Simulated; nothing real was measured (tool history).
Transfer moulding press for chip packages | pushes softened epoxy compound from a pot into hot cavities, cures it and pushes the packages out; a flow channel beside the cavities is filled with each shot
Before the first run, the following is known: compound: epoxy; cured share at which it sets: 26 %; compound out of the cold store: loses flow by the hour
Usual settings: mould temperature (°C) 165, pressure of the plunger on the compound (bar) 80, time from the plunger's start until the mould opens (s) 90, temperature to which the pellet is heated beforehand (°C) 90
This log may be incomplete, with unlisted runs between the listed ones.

| run | day | mould temperature (°C) | pressure of the plunger on the compound (bar) | time from the plunger's start until the mould opens (s) | temperature to which the pellet is heated beforehand (°C) | incoming compound's hours out of the cold store | length that the compound runs in the flow channel (mm) | greatest force on the pins that push the packages out (N) |
|---|---|---|---|---|---|---|---|---|
| 1 | 0 | 165 | 80 | 90 | 90 | 18.5 | 594 | 299 |
|  | 1.083 | cavities cleaned with cleaning compound and waxed |
| 2 | 1.183 | 165 | 80 | 90 | 90 | 33.2 | 543 | 243 |
| 3 | 2.3 | 165 | 80 | 90 | 90 | 30.4 | 548 | 267 |
| 4 | 4.346 | 165 | 80 | 90 | 90 | 32.4 | 538 | 309 |
|  | 4.954 | cavities cleaned with cleaning compound and waxed |
| 5 | 5.308 | 165 | 80 | 90 | 90 | 43.5 | 505 | 236 |
| 6 | 7.317 | 165 | 80 | 90 | 90 | 11.1 | 598 | 297 |
|  | 8.788 | cavities cleaned with cleaning compound and waxed |
| 7 | 8.888 | 165 | 80 | 90 | 90 | 39.4 | 508 | 226 |
|  | 9.825 | plunger's sealing rings changed |
| 8 | 10.65 | 165 | 80 | 90 | 90 | 13.6 | 612 | 287 |
|  | 12.65 | cavities cleaned with cleaning compound and waxed |
| 9 | 12.742 | 165 | 80 | 90 | 90 | 33 | 543 | 226 |
| 10 | 13.642 | 165 | 80 | 90 | 90 | 9.4 | 617 | 250 |
| 11 | 14.992 | 165 | 80 | 90 | 99 | 34.8 | 524 | 286 |
| 12 | 15.896 | 165 | 80 | 90 | 99 | 17.6 | 576 | 311 |
|  | 16.338 | cavities cleaned with cleaning compound and waxed |
| 13 | 18.146 | 165 | 80 | 90 | 99 | 41.7 | 500 | 271 |
|  | 20.154 | cavities cleaned with cleaning compound and waxed |
| 14 | 20.154 | 165 | 80 | 90 | 99 | 40.2 | 503 | 226 |
|  | 20.625 | plunger's sealing rings changed |
| 15 | 22.288 | 165 | 80 | 90 | 90 | 10.5 | 617 | 302 |
| 16 | 23.629 | 165 | 69.5 | 90 | 90 | 47.9 | 465 | 307 |
|  | 24.038 | cavities cleaned with cleaning compound and waxed |
| 17 | 25.1 | 158 | 88 | 90 | 90 | 12.8 | 663 | 431 |
| 18 | 26.267 | 160 | 88 | 90 | 90 | 42.3 | 553 | 377 |
|  | 27.783 | cavities cleaned with cleaning compound and waxed |
| 19 | 28.196 | 160 | 88 | 90 | 90 | 17.1 | 622 | 346 |
| 20 | 29.792 | 160 | 91.1 | 87 | 91 | 14.6 | 642 | 427 |
| 21 | 31.071 | 159 | 63.8 | 78 | 83 | 15.5 | 537 | 643 |
|  | 31.304 | plunger's sealing rings changed |
|  | 31.662 | cavities cleaned with cleaning compound and waxed |
| 22 | 32.279 | 159 | 76.9 | 78 | 83 | 30.6 | 567 | 474 |
| 23 | 33.575 | 164 | 76.9 | 98 | 92 | 45 | 501 | 286 |
| 24 | 34.579 | 170 | 76.9 | 98 | 95 | 27.5 | 531 | 275 |
|  | 35.454 | cavities cleaned with cleaning compound and waxed |
| 25 | 36.812 | 169 | 69.4 | 127 | 95 | 38.9 | 474 | 246 |
| 26 | 38.888 | 170 | 72.5 | 118 | 96 | 39.8 | 475 | 278 |
|  | 39.133 | cavities cleaned with cleaning compound and waxed |
| 27 | 39.842 | 170 | 72.5 | 118 | 96 | 38.7 | 478 | 230 |
| 28 | 41.171 | 170 | 72.5 | 118 | 96 | 17.6 | 530 | 252 |
|  | 42.146 | plunger's sealing rings changed |
|  | 43.004 | cavities cleaned with cleaning compound and waxed |
| 29 | 43.004 | 170 | 72.5 | 118 | 96 | 29.2 | 514 | 199 |

3 options for the next run, each taken on its own from the tool as it stands now. Forecast them:
| A | 44.225 | 165 | 80 | 90 | 85 | 12.1 | ? | ? |
| B | 44.225 | 163 | 72.5 | 118 | 98 | 20.1 | ? | ? |
| C | 44.225 | 170 | 83.1 | 118 | 81 | 21.7 | ? | ? |

| run | length that the compound runs in the flow channel (mm) | greatest force on the pins that push the packages out (N) |
|---|---|---|
| A | 620 | 290 |
| B | 561 | 243 |
| C | 582 | 245 |
Without the tool's unlogged condition, the same runs would have read:
| run | length that the compound runs in the flow channel (mm) | greatest force on the pins that push the packages out (N) |
|---|---|---|
| A | 622 | 231 |
| B | 564 | 199 |
| C | 585 | 204 |

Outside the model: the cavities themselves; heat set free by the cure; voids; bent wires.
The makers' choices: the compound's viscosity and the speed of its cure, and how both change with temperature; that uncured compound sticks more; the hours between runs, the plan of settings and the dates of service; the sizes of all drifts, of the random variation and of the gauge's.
